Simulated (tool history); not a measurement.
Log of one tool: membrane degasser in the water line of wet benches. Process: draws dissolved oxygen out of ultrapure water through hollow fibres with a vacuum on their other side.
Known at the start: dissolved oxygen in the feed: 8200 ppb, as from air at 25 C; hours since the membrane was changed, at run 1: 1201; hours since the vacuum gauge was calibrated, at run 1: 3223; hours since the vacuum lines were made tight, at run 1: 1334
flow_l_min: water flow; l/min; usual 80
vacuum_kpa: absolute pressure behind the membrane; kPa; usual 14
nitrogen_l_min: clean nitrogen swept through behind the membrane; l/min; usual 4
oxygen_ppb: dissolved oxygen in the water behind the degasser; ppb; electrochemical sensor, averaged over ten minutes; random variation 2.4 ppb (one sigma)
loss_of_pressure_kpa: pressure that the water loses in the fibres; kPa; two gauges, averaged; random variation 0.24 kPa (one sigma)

| run | hour | flow_l_min | vacuum_kpa | nitrogen_l_min | hours since the membrane was changed | hours since the vacuum gauge was calibrated | hours since the vacuum lines were made tight | oxygen_ppb | loss_of_pressure_kpa |
|---|---|---|---|---|---|---|---|---|---|
| 1 | 0 | 80 | 14 | 4 | 1201 | 3223 | 1334 | 522.4 | 62.89 |
| 2 | 47.7 | 80 | 14 | 4 | 1248 | 3271 | 1382 | 519.5 | 63.27 |
| 3 | 127.7 | 69 | 14 | 4 | 1328 | 3351 | 1462 | 441.5 | 54.13 |
| 4 | 196.7 | 69 | 23.7 | 4 | 1397 | 3420 | 1531 | 770 | 54.04 |
| 5 | 296.3 | 69 | 23.7 | 4 | 1497 | 3519 | 1630 | 772.7 | 54.03 |
| 6 | 379.6 | 69 | 23.7 | 4 | 1580 | 3603 | 1714 | 770.7 | 54.17 |
| 7 | 431.3 | 80 | 30.2 | 4 | 1632 | 3654 | 1765 | 1114 | 62.82 |
| 8 | 517.7 | 80 | 30.2 | 4 | 1718 | 3741 | 1852 | 1121.8 | 62.72 |
| 9 | 612.9 | 80 | 14 | 4.71 | 1814 | 3836 | 1947 | 463.9 | 62.87 |
| 10 | 699.2 | 80 | 14 | 4.71 | 1900 | 3922 | 2033 | 465.9 | 62.49 |
| 11 | 780.6 | 93 | 14 | 4 | 1981 | 4004 | 2115 | 618 | 73.53 |
| 12 | 865.2 | 93 | 14 | 4 | 2066 | 4088 | 2199 | 617.8 | 73.51 |
| 13 | 946.9 | 93 | 14 | 4 | 2147 | 4170 | 2281 | 619 | 73.16 |
| 14 | 1002.5 | 93 | 14 | 4 | 2203 | 4225 | 2336 | 620.9 | 73.55 |
| 15 | 1098.3 | 57 | 22.1 | 2.68 | 2299 | 4321 | 2432 | 836.1 | 44.61 |
| 16 | 1144 | 57 | 22.1 | 1.67 | 2345 | 4367 | 2478 | 1194 | 44.58 |
| 17 | 1229.5 | 65 | 9.1 | 7.01 | 2430 | 4452 | 2563 | 161 | 51.01 |
| 18 | 1269.9 | 118 | 14.5 | 4 | 2471 | 4493 | 2604 | 841.4 | 93.4 |
| 19 | 1321.8 | 89 | 11.8 | 4 | 2522 | 4545 | 2656 | 492.1 | 70 |
| 20 | 1418 | 89 | 18.9 | 5.94 | 2619 | 4641 | 2752 | 592.6 | 69.98 |
| 21 | 1478.3 | 89 | 18.9 | 5.94 | 2679 | 4701 | 2812 | 592.4 | 70.07 |
| 22 | 1523.3 | 118 | 9.5 | 4.71 | 2724 | 4746 | 2857 | 526.3 | 92.78 |
| 23 | 1581.3 | 118 | 9.5 | 4.71 | 2782 | 4804 | 2915 | 527.6 | 92.32 |
| 24 | 1677.5 | 118 | 9.5 | 4.71 | 2878 | 4901 | 3012 | 526.8 | 92.2 |
| 25 | 1721.7 | 103 | 9.8 | 3.36 | 2922 | 4945 | 3056 | 549.7 | 80.99 |
| 26 | 1788.6 | 58 | 11.9 | 11.72 | 2989 | 5012 | 3123 | 126.4 | 45.88 |
| 27 | 1848 | 53 | 10.9 | 8.49 | 3049 | 5071 | 3182 | 129 | 41.94 |

5 ways to go on from here, each from the tool as it stands after run 27. What would each give?
| A | 1923 | 91 | 14 | 9.84 | 3124 | 5146 | 3257 | ? | ? |
| B | 1923 | 76 | 15.6 | 4.77 | 3124 | 5146 | 3257 | ? | ? |
| C | 1923 | 53 | 13.8 | 8.49 | 3124 | 5146 | 3257 | ? | ? |
| D | 1923 | 56 | 10.9 | 11.78 | 3124 | 5146 | 3257 | ? | ? |
| E | 1923 | 80 | 10.6 | 4.91 | 3124 | 5146 | 3257 | ? | ? |

| run | oxygen_ppb | loss_of_pressure_kpa |
|---|---|---|
| A | 330.1 | 71.53 |
| B | 482.6 | 59.42 |
| C | 171.5 | 41.52 |
| D | 107.4 | 43.97 |
| E | 333.9 | 62.93 |
Without the tool's hidden state the same runs would have given:
| run | oxygen_ppb | loss_of_pressure_kpa |
|---|---|---|
| A | 329.7 | 71.48 |
| B | 482.3 | 59.38 |
| C | 171.4 | 41.49 |
| D | 107.3 | 43.94 |
| E | 333.5 | 62.88 |

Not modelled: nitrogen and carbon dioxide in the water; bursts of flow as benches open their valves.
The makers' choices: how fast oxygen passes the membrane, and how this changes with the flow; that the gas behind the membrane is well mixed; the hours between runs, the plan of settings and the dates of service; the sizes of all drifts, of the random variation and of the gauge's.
